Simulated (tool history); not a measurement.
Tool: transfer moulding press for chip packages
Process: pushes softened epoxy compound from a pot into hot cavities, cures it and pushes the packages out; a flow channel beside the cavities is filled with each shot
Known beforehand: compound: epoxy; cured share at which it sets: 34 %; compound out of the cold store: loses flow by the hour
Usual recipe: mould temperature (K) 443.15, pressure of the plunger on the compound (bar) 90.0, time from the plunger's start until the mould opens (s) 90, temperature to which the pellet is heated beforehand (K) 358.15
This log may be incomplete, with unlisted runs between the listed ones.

run,hour,mould temperature (K),pressure of the plunger on the compound (bar),time from the plunger's start until the mould opens (s),temperature to which the pellet is heated beforehand (K),incoming compound's hours out of the cold store,length that the compound runs in the flow channel (mm),greatest force on the pins that push the packages out (N)
1,0.0,443.15,90.0,90,358.15,13.4,955,312
# hour 27.2: cavities cleaned with cleaning compound and waxed
# hour 59.4: plunger's sealing rings changed
2,70.7,443.15,90.0,82,358.15,29.4,887,359
# hour 82.8: cavities cleaned with cleaning compound and waxed
# hour 136.1: cavities cleaned with cleaning compound and waxed
3,151.2,443.15,90.0,90,363.15,21.3,919,292
# hour 191.3: cavities cleaned with cleaning compound and waxed
4,215.1,443.15,90.0,90,360.15,32.0,873,301
# hour 232.3: mould's thermocouples calibrated
# hour 250.8: cavities cleaned with cleaning compound and waxed
5,281.1,443.15,90.0,90,360.15,47.2,807,288
# hour 308.9: cavities cleaned with cleaning compound and waxed
6,342.8,443.15,90.0,90,360.15,12.0,957,317
# hour 362.7: cavities cleaned with cleaning compound and waxed
# hour 418.6: cavities cleaned with cleaning compound and waxed
7,418.7,443.15,90.0,90,360.15,15.9,939,305
# hour 473.8: cavities cleaned with cleaning compound and waxed
# hour 490.5: plunger's sealing rings changed
8,490.5,443.15,90.0,90,360.15,19.3,930,309
# hour 536.8: cavities cleaned with cleaning compound and waxed
9,561.1,443.15,90.0,90,360.15,31.0,881,270
# hour 595.5: cavities cleaned with cleaning compound and waxed
10,637.4,443.15,90.0,111,358.15,36.4,850,236
# hour 654.2: cavities cleaned with cleaning compound and waxed
# hour 708.3: cavities cleaned with cleaning compound and waxed
11,718.5,443.15,90.0,111,358.15,27.8,891,230
# hour 762.0: cavities cleaned with cleaning compound and waxed
12,792.3,443.15,90.0,90,358.15,35.1,862,280
# hour 814.9: cavities cleaned with cleaning compound and waxed
13,841.8,443.15,90.0,90,358.15,11.6,966,309
# hour 868.1: cavities cleaned with cleaning compound and waxed
# hour 918.6: plunger's sealing rings changed
14,920.6,441.15,74.2,90,358.15,29.2,812,341
# hour 929.8: cavities cleaned with cleaning compound and waxed
15,974.4,443.15,103.7,118,358.15,20.5,993,229
# hour 984.2: cavities cleaned with cleaning compound and waxed
# hour 1043.9: cavities cleaned with cleaning compound and waxed
16,1048.4,443.15,103.7,118,358.15,14.7,1019,232
17,1092.2,443.15,103.7,118,358.15,43.2,889,220
# hour 1099.0: cavities cleaned with cleaning compound and waxed
18,1148.5,449.15,72.2,82,362.15,22.3,790,265
# hour 1157.3: cavities cleaned with cleaning compound and waxed
# hour 1213.0: cavities cleaned with cleaning compound and waxed
19,1218.0,437.15,93.8,128,362.15,31.6,928,259
# hour 1269.4: cavities cleaned with cleaning compound and waxed
20,1271.5,438.15,93.8,123,350.15,18.3,985,268
# hour 1326.0: cavities cleaned with cleaning compound and waxed
# hour 1348.4: plunger's sealing rings changed
21,1359.7,438.15,90.0,90,351.15,12.4,996,471
# hour 1384.8: cavities cleaned with cleaning compound and waxed
22,1431.1,443.15,78.9,90,365.15,22.7,856,297
# hour 1437.5: cavities cleaned with cleaning compound and waxed
# hour 1491.1: cavities cleaned with cleaning compound and waxed
23,1491.1,438.15,102.3,102,350.15,19.0,1024,338
# hour 1545.9: cavities cleaned with cleaning compound and waxed
24,1558.4,438.15,95.8,107,357.15,39.6,896,279
# hour 1593.5: mould's thermocouples calibrated
# hour 1606.9: cavities cleaned with cleaning compound and waxed
25,1620.6,443.15,73.7,90,358.15,44.5,745,288
# hour 1661.6: cavities cleaned with cleaning compound and waxed
26,1665.7,437.15,95.7,95,366.15,25.4,960,417

Forecast each of these 3 alternatives for the next run:
# hour 1715.1: cavities cleaned with cleaning compound and waxed
A,1736.9,450.15,82.1,90,351.15,47.9,?,?
# hour 1715.1: cavities cleaned with cleaning compound and waxed
B,1736.9,437.15,105.5,79,366.15,46.6,?,?
# hour 1715.1: cavities cleaned with cleaning compound and waxed
C,1736.9,447.15,105.7,103,366.15,41.7,?,?

run,length that the compound runs in the flow channel (mm),greatest force on the pins that push the packages out (N)
A,745,220
B,914,552
C,877,214
What these runs would have given with no unlogged condition in the tool:
run,length that the compound runs in the flow channel (mm),greatest force on the pins that push the packages out (N)
A,746,219
B,915,550
C,878,213

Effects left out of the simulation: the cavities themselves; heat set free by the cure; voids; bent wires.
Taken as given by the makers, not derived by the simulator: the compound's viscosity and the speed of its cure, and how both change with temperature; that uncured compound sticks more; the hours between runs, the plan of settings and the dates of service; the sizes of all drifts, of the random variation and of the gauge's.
